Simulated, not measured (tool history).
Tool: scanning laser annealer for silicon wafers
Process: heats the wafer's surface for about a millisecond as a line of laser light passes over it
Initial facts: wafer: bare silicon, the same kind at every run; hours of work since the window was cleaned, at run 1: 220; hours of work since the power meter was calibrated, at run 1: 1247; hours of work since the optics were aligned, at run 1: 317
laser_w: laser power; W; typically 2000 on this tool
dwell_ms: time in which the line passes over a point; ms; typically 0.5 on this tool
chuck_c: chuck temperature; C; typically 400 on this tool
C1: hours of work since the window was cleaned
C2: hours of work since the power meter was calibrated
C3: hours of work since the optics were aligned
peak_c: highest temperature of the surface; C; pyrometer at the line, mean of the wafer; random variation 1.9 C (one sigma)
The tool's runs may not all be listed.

{"run": 1, "hour": 0.0, "laser_w": 2000, "dwell_ms": 0.5, "chuck_c": 400, "C1": 220, "C2": 1247, "C3": 317, "peak_c": 1069}
{"run": 2, "hour": 60.3, "laser_w": 1841, "dwell_ms": 0.5, "chuck_c": 400, "C1": 264, "C2": 1290, "C3": 360, "peak_c": 1000}
{"run": 3, "hour": 138.3, "laser_w": 2000, "dwell_ms": 0.5, "chuck_c": 400, "C1": 321, "C2": 1347, "C3": 417, "peak_c": 1057}
{"run": 4, "hour": 199.7, "laser_w": 2000, "dwell_ms": 0.506, "chuck_c": 400, "C1": 365, "C2": 1392, "C3": 462, "peak_c": 1059}
{"hour": 231.3, "done": "window over the wafer cleaned"}
{"run": 5, "hour": 262.3, "laser_w": 2000, "dwell_ms": 0.506, "chuck_c": 400, "C1": 22, "C2": 1436, "C3": 506, "peak_c": 1096}
{"run": 6, "hour": 305.0, "laser_w": 2000, "dwell_ms": 0.506, "chuck_c": 400, "C1": 54, "C2": 1467, "C3": 537, "peak_c": 1092}
{"run": 7, "hour": 377.9, "laser_w": 2000, "dwell_ms": 0.506, "chuck_c": 400, "C1": 106, "C2": 1520, "C3": 590, "peak_c": 1085}
{"run": 8, "hour": 418.0, "laser_w": 2000, "dwell_ms": 0.506, "chuck_c": 400, "C1": 136, "C2": 1549, "C3": 619, "peak_c": 1081}
{"run": 9, "hour": 466.7, "laser_w": 2000, "dwell_ms": 0.5, "chuck_c": 400, "C1": 171, "C2": 1584, "C3": 654, "peak_c": 1073}
{"run": 10, "hour": 533.4, "laser_w": 1996, "dwell_ms": 0.5, "chuck_c": 400, "C1": 219, "C2": 1632, "C3": 702, "peak_c": 1067}
{"run": 11, "hour": 576.4, "laser_w": 2000, "dwell_ms": 0.5, "chuck_c": 383, "C1": 251, "C2": 1664, "C3": 734, "peak_c": 1046}
{"run": 12, "hour": 657.8, "laser_w": 2000, "dwell_ms": 0.5, "chuck_c": 422, "C1": 310, "C2": 1723, "C3": 793, "peak_c": 1074}
{"run": 13, "hour": 738.3, "laser_w": 2000, "dwell_ms": 0.5, "chuck_c": 422, "C1": 368, "C2": 1781, "C3": 851, "peak_c": 1065}
{"hour": 768.1, "done": "window over the wafer cleaned"}
{"run": 14, "hour": 794.8, "laser_w": 2000, "dwell_ms": 0.5, "chuck_c": 422, "C1": 19, "C2": 1821, "C3": 891, "peak_c": 1107}
{"run": 15, "hour": 854.8, "laser_w": 2000, "dwell_ms": 0.5, "chuck_c": 422, "C1": 63, "C2": 1864, "C3": 934, "peak_c": 1098}
{"hour": 892.4, "done": "optics aligned, line set to its width"}
{"run": 16, "hour": 906.6, "laser_w": 2000, "dwell_ms": 0.565, "chuck_c": 400, "C1": 97, "C2": 1898, "C3": 10, "peak_c": 1140}
{"run": 17, "hour": 945.4, "laser_w": 2000, "dwell_ms": 0.565, "chuck_c": 400, "C1": 125, "C2": 1926, "C3": 38, "peak_c": 1134}
{"run": 18, "hour": 987.6, "laser_w": 2000, "dwell_ms": 0.565, "chuck_c": 400, "C1": 156, "C2": 1957, "C3": 69, "peak_c": 1133}
{"run": 19, "hour": 1026.7, "laser_w": 2000, "dwell_ms": 0.5, "chuck_c": 400, "C1": 184, "C2": 1985, "C3": 97, "peak_c": 1081}
{"run": 20, "hour": 1074.9, "laser_w": 2000, "dwell_ms": 0.5, "chuck_c": 409, "C1": 219, "C2": 2020, "C3": 132, "peak_c": 1086}
{"run": 21, "hour": 1165.3, "laser_w": 1777, "dwell_ms": 0.537, "chuck_c": 400, "C1": 285, "C2": 2086, "C3": 198, "peak_c": 995}
{"run": 22, "hour": 1244.3, "laser_w": 1777, "dwell_ms": 0.458, "chuck_c": 427, "C1": 342, "C2": 2143, "C3": 255, "peak_c": 969}
{"hour": 1312.4, "done": "window over the wafer cleaned"}
{"run": 23, "hour": 1316.9, "laser_w": 2150, "dwell_ms": 0.5, "chuck_c": 434, "C1": 3, "C2": 2195, "C3": 307, "peak_c": 1203}
{"run": 24, "hour": 1358.6, "laser_w": 2150, "dwell_ms": 0.5, "chuck_c": 434, "C1": 34, "C2": 2225, "C3": 337, "peak_c": 1197}
{"run": 25, "hour": 1427.6, "laser_w": 1993, "dwell_ms": 0.428, "chuck_c": 394, "C1": 84, "C2": 2275, "C3": 387, "peak_c": 1026}
{"run": 26, "hour": 1510.8, "laser_w": 2000, "dwell_ms": 0.594, "chuck_c": 439, "C1": 144, "C2": 2335, "C3": 447, "peak_c": 1179}
{"run": 27, "hour": 1585.9, "laser_w": 2000, "dwell_ms": 0.594, "chuck_c": 439, "C1": 199, "C2": 2390, "C3": 502, "peak_c": 1173}
{"run": 28, "hour": 1639.1, "laser_w": 2000, "dwell_ms": 0.5, "chuck_c": 389, "C1": 237, "C2": 2429, "C3": 541, "peak_c": 1054}
{"run": 29, "hour": 1701.1, "laser_w": 1974, "dwell_ms": 0.5, "chuck_c": 425, "C1": 282, "C2": 2474, "C3": 586, "peak_c": 1071}
{"run": 30, "hour": 1753.1, "laser_w": 1811, "dwell_ms": 0.514, "chuck_c": 400, "C1": 320, "C2": 2511, "C3": 623, "peak_c": 982}
{"run": 31, "hour": 1824.9, "laser_w": 1811, "dwell_ms": 0.514, "chuck_c": 400, "C1": 372, "C2": 2563, "C3": 675, "peak_c": 976}
{"hour": 1852.9, "done": "window over the wafer cleaned"}
{"run": 32, "hour": 1878.9, "laser_w": 1811, "dwell_ms": 0.409, "chuck_c": 369, "C1": 19, "C2": 2601, "C3": 713, "peak_c": 915}
{"run": 33, "hour": 1941.7, "laser_w": 1811, "dwell_ms": 0.409, "chuck_c": 369, "C1": 64, "C2": 2647, "C3": 759, "peak_c": 910}
{"run": 34, "hour": 1983.8, "laser_w": 1811, "dwell_ms": 0.409, "chuck_c": 369, "C1": 95, "C2": 2677, "C3": 789, "peak_c": 908}
{"run": 35, "hour": 2062.2, "laser_w": 2000, "dwell_ms": 0.5, "chuck_c": 420, "C1": 152, "C2": 2734, "C3": 846, "peak_c": 1091}
{"run": 36, "hour": 2121.6, "laser_w": 2069, "dwell_ms": 0.588, "chuck_c": 418, "C1": 195, "C2": 2777, "C3": 889, "peak_c": 1170}
{"run": 37, "hour": 2158.5, "laser_w": 2069, "dwell_ms": 0.588, "chuck_c": 418, "C1": 222, "C2": 2804, "C3": 916, "peak_c": 1167}
{"hour": 2215.0, "done": "optics aligned, line set to its width"}
{"run": 38, "hour": 2225.0, "laser_w": 2000, "dwell_ms": 0.531, "chuck_c": 426, "C1": 266, "C2": 2849, "C3": 7, "peak_c": 1119}
{"run": 39, "hour": 2267.0, "laser_w": 2000, "dwell_ms": 0.531, "chuck_c": 388, "C1": 297, "C2": 2879, "C3": 38, "peak_c": 1074}
{"run": 40, "hour": 2349.3, "laser_w": 2000, "dwell_ms": 0.531, "chuck_c": 388, "C1": 357, "C2": 2939, "C3": 97, "peak_c": 1069}

4 options for the next run, each taken on its own from the tool as it stands now. Forecast them:
{"hour": 2394.5, "done": "window over the wafer cleaned"}
{"run": "A", "hour": 2425.5, "laser_w": 2000, "dwell_ms": 0.555, "chuck_c": 388, "C1": 22, "C2": 2993, "C3": 151, "peak_c": "?"}
{"hour": 2394.5, "done": "window over the wafer cleaned"}
{"run": "B", "hour": 2425.5, "laser_w": 2042, "dwell_ms": 0.501, "chuck_c": 434, "C1": 22, "C2": 2993, "C3": 151, "peak_c": "?"}
{"hour": 2394.5, "done": "window over the wafer cleaned"}
{"run": "C", "hour": 2425.5, "laser_w": 1811, "dwell_ms": 0.44, "chuck_c": 381, "C1": 22, "C2": 2993, "C3": 151, "peak_c": "?"}
{"hour": 2394.5, "done": "window over the wafer cleaned"}
{"run": "D", "hour": 2425.5, "laser_w": 2147, "dwell_ms": 0.378, "chuck_c": 400, "C1": 22, "C2": 2993, "C3": 151, "peak_c": "?"}

run=A peak_c=1128
run=B peak_c=1152
run=C peak_c=958
run=D peak_c=1066
What these runs would have given with no unlogged condition in the tool:
run=A peak_c=1142
run=B peak_c=1166
run=C peak_c=970
run=D peak_c=1079
